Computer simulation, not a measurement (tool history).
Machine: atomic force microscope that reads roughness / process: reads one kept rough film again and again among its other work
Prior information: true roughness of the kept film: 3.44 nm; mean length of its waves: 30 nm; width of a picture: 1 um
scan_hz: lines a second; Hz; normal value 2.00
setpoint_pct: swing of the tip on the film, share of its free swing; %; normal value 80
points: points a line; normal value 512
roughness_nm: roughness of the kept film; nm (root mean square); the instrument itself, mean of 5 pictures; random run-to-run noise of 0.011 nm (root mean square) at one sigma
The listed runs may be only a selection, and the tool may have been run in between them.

{"run": 1, "hour": 0.0, "scan_hz": 2.0, "setpoint_pct": 80, "points": 512, "roughness_nm": 2.417}
{"run": 2, "hour": 13.2, "scan_hz": 2.0, "setpoint_pct": 80, "points": 512, "roughness_nm": 2.384}
{"run": 3, "hour": 25.2, "scan_hz": 2.0, "setpoint_pct": 80, "points": 512, "roughness_nm": 2.333}
{"hour": 34.1, "done": "new tip fitted"}
{"run": 4, "hour": 37.4, "scan_hz": 0.74, "setpoint_pct": 80, "points": 512, "roughness_nm": 2.941}
{"run": 5, "hour": 49.2, "scan_hz": 0.74, "setpoint_pct": 80, "points": 512, "roughness_nm": 2.909}
{"run": 6, "hour": 60.7, "scan_hz": 0.74, "setpoint_pct": 80, "points": 512, "roughness_nm": 2.861}
{"run": 7, "hour": 66.4, "scan_hz": 0.74, "setpoint_pct": 80, "points": 512, "roughness_nm": 2.839}
{"run": 8, "hour": 76.9, "scan_hz": 3.15, "setpoint_pct": 80, "points": 512, "roughness_nm": 2.267}
{"run": 9, "hour": 85.4, "scan_hz": 2.0, "setpoint_pct": 80, "points": 840, "roughness_nm": 2.475}
{"run": 10, "hour": 91.2, "scan_hz": 2.0, "setpoint_pct": 80, "points": 840, "roughness_nm": 2.454}
{"run": 11, "hour": 97.6, "scan_hz": 2.0, "setpoint_pct": 80, "points": 840, "roughness_nm": 2.437}
{"run": 12, "hour": 103.5, "scan_hz": 2.0, "setpoint_pct": 80, "points": 840, "roughness_nm": 2.424}
{"run": 13, "hour": 112.7, "scan_hz": 2.0, "setpoint_pct": 80, "points": 840, "roughness_nm": 2.403}
{"run": 14, "hour": 123.1, "scan_hz": 2.0, "setpoint_pct": 80, "points": 840, "roughness_nm": 2.374}
{"run": 15, "hour": 134.8, "scan_hz": 2.0, "setpoint_pct": 80, "points": 840, "roughness_nm": 2.35}
{"hour": 145.7, "done": "new tip fitted"}
{"run": 16, "hour": 145.7, "scan_hz": 2.0, "setpoint_pct": 65, "points": 512, "roughness_nm": 2.922}
{"run": 17, "hour": 153.8, "scan_hz": 2.0, "setpoint_pct": 80, "points": 512, "roughness_nm": 2.566}
{"run": 18, "hour": 165.5, "scan_hz": 2.0, "setpoint_pct": 80, "points": 512, "roughness_nm": 2.545}
{"run": 19, "hour": 174.8, "scan_hz": 2.0, "setpoint_pct": 80, "points": 512, "roughness_nm": 2.501}
{"run": 20, "hour": 186.9, "scan_hz": 2.0, "setpoint_pct": 80, "points": 512, "roughness_nm": 2.46}
{"run": 21, "hour": 195.4, "scan_hz": 2.0, "setpoint_pct": 80, "points": 512, "roughness_nm": 2.457}
{"run": 22, "hour": 204.6, "scan_hz": 2.0, "setpoint_pct": 80, "points": 512, "roughness_nm": 2.409}
{"run": 23, "hour": 218.0, "scan_hz": 2.0, "setpoint_pct": 80, "points": 512, "roughness_nm": 2.401}
{"run": 24, "hour": 228.2, "scan_hz": 0.73, "setpoint_pct": 74, "points": 783, "roughness_nm": 2.751}
{"run": 25, "hour": 237.4, "scan_hz": 1.64, "setpoint_pct": 74, "points": 562, "roughness_nm": 2.517}
{"run": 26, "hour": 246.0, "scan_hz": 1.01, "setpoint_pct": 85, "points": 344, "roughness_nm": 2.48}
{"hour": 256.9, "done": "new tip fitted"}
{"run": 27, "hour": 257.7, "scan_hz": 0.76, "setpoint_pct": 90, "points": 344, "roughness_nm": 2.809}
{"run": 28, "hour": 268.8, "scan_hz": 0.76, "setpoint_pct": 90, "points": 344, "roughness_nm": 2.764}
{"run": 29, "hour": 275.4, "scan_hz": 2.0, "setpoint_pct": 88, "points": 512, "roughness_nm": 2.357}
{"run": 30, "hour": 287.5, "scan_hz": 2.0, "setpoint_pct": 88, "points": 512, "roughness_nm": 2.354}
{"run": 31, "hour": 296.4, "scan_hz": 2.0, "setpoint_pct": 88, "points": 512, "roughness_nm": 2.311}
{"run": 32, "hour": 309.1, "scan_hz": 1.28, "setpoint_pct": 80, "points": 657, "roughness_nm": 2.65}
{"run": 33, "hour": 317.7, "scan_hz": 1.28, "setpoint_pct": 80, "points": 657, "roughness_nm": 2.617}
{"run": 34, "hour": 324.8, "scan_hz": 1.28, "setpoint_pct": 80, "points": 657, "roughness_nm": 2.608}
{"run": 35, "hour": 336.2, "scan_hz": 0.68, "setpoint_pct": 66, "points": 460, "roughness_nm": 2.834}
{"run": 36, "hour": 346.0, "scan_hz": 0.64, "setpoint_pct": 79, "points": 522, "roughness_nm": 2.702}
{"run": 37, "hour": 352.0, "scan_hz": 2.0, "setpoint_pct": 77, "points": 942, "roughness_nm": 2.422}
{"run": 38, "hour": 361.1, "scan_hz": 1.04, "setpoint_pct": 77, "points": 1006, "roughness_nm": 2.623}
{"hour": 368.7, "done": "new tip fitted"}
{"run": 39, "hour": 371.5, "scan_hz": 2.0, "setpoint_pct": 81, "points": 296, "roughness_nm": 2.565}
{"run": 40, "hour": 384.5, "scan_hz": 2.0, "setpoint_pct": 81, "points": 296, "roughness_nm": 2.54}
{"run": 41, "hour": 391.3, "scan_hz": 0.62, "setpoint_pct": 78, "points": 512, "roughness_nm": 2.945}
{"run": 42, "hour": 401.1, "scan_hz": 0.6, "setpoint_pct": 85, "points": 412, "roughness_nm": 2.827}
{"run": 43, "hour": 406.6, "scan_hz": 0.6, "setpoint_pct": 85, "points": 412, "roughness_nm": 2.811}
{"run": 44, "hour": 417.9, "scan_hz": 0.83, "setpoint_pct": 57, "points": 412, "roughness_nm": 2.969}
{"run": 45, "hour": 424.2, "scan_hz": 2.52, "setpoint_pct": 57, "points": 302, "roughness_nm": 2.797}
{"run": 46, "hour": 437.1, "scan_hz": 2.57, "setpoint_pct": 78, "points": 256, "roughness_nm": 2.339}

5 options for the next run, each taken on its own from the tool as it stands now. Forecast them:
{"run": "A", "hour": 443.2, "scan_hz": 1.22, "setpoint_pct": 78, "points": 734, "roughness_nm": "?"}
{"run": "B", "hour": 443.2, "scan_hz": 0.68, "setpoint_pct": 59, "points": 512, "roughness_nm": "?"}
{"run": "C", "hour": 443.2, "scan_hz": 1.75, "setpoint_pct": 78, "points": 641, "roughness_nm": "?"}
{"run": "D", "hour": 443.2, "scan_hz": 1.01, "setpoint_pct": 76, "points": 391, "roughness_nm": "?"}
{"run": "E", "hour": 443.2, "scan_hz": 1.71, "setpoint_pct": 61, "points": 334, "roughness_nm": "?"}

run=A roughness_nm=2.626
run=B roughness_nm=2.905
run=C roughness_nm=2.521
run=D roughness_nm=2.686
run=E roughness_nm=2.746
Take away the tool's hidden state, keep each run's random variation, and the runs would have read:
run=A roughness_nm=2.840
run=B roughness_nm=3.142
run=C roughness_nm=2.726
run=D roughness_nm=2.905
run=E roughness_nm=2.969
